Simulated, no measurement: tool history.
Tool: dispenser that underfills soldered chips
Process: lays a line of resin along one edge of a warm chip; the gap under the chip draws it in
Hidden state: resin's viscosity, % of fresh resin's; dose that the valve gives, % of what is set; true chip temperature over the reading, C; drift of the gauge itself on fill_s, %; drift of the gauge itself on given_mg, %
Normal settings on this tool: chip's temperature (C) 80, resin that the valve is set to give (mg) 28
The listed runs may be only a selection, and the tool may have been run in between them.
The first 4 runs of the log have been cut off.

run,hour,chip's temperature (C),resin that the valve is set to give (mg),hours of work since the syringe was changed,hours of work since the valve was cleaned,hours of work since the stage was calibrated,time until the resin shows at the far edge (s),resin that the valve gave (mg)
# hour 52: new syringe of resin
5,57.8,74,28,4,14,378,557.5,27.59
# hour 61.2: new syringe of resin
# hour 70.7: new syringe of resin
6,71.8,74,34.1,1,22,386,439,33.77
# hour 80.4: new syringe of resin
7,81.9,95,34.1,1,28,392,151.3,33.11
8,88.5,95,34.1,5,33,397,207.3,33.01
# hour 89.9: new syringe of resin
# hour 99.8: new syringe of resin
9,103.8,95,27,3,42,406,181.1,25.99
# hour 109.6: new syringe of resin
10,114.2,95,27,3,48,412,190.4,25.77
# hour 119.6: new syringe of resin
# hour 129.7: new syringe of resin
11,129.8,80,28,0,58,422,319.1,26.59
# hour 138.9: new syringe of resin
12,139.7,80,28,0,64,428,322.2,26.25
# hour 148: new syringe of resin
13,154.2,80,28,4,73,436,424.7,26.14
# hour 157.1: new syringe of resin
# hour 166.4: new syringe of resin
14,170.5,80,28,3,82,446,381.7,25.92
# hour 176.1: new syringe of resin
15,179.8,80,28,2,88,452,376.3,25.69
# hour 185.6: new syringe of resin
16,191.9,80,28,4,95,459,431.4,25.87
# hour 194.8: new syringe of resin
17,198.7,80,28,2,99,463,386.5,25.45
# hour 204.2: new syringe of resin
18,207.2,83,30.6,2,105,469,306.3,27.95
# hour 214.6: new syringe of resin
19,218.9,80,31.9,3,112,476,395.8,28.79

What does the tool deliver on the next run?
# hour 223.7: new syringe of resin
20,228.1,80,31.9,3,117,481,?,?

{"run 20": {"time until the resin shows at the far edge (s)": 387.2, "resin that the valve gave (mg)": 28.45}}
Had the tool carried no hidden state, the very same run would have given time until the resin shows at the far edge (s) 277.1, resin that the valve gave (mg) 31.7.
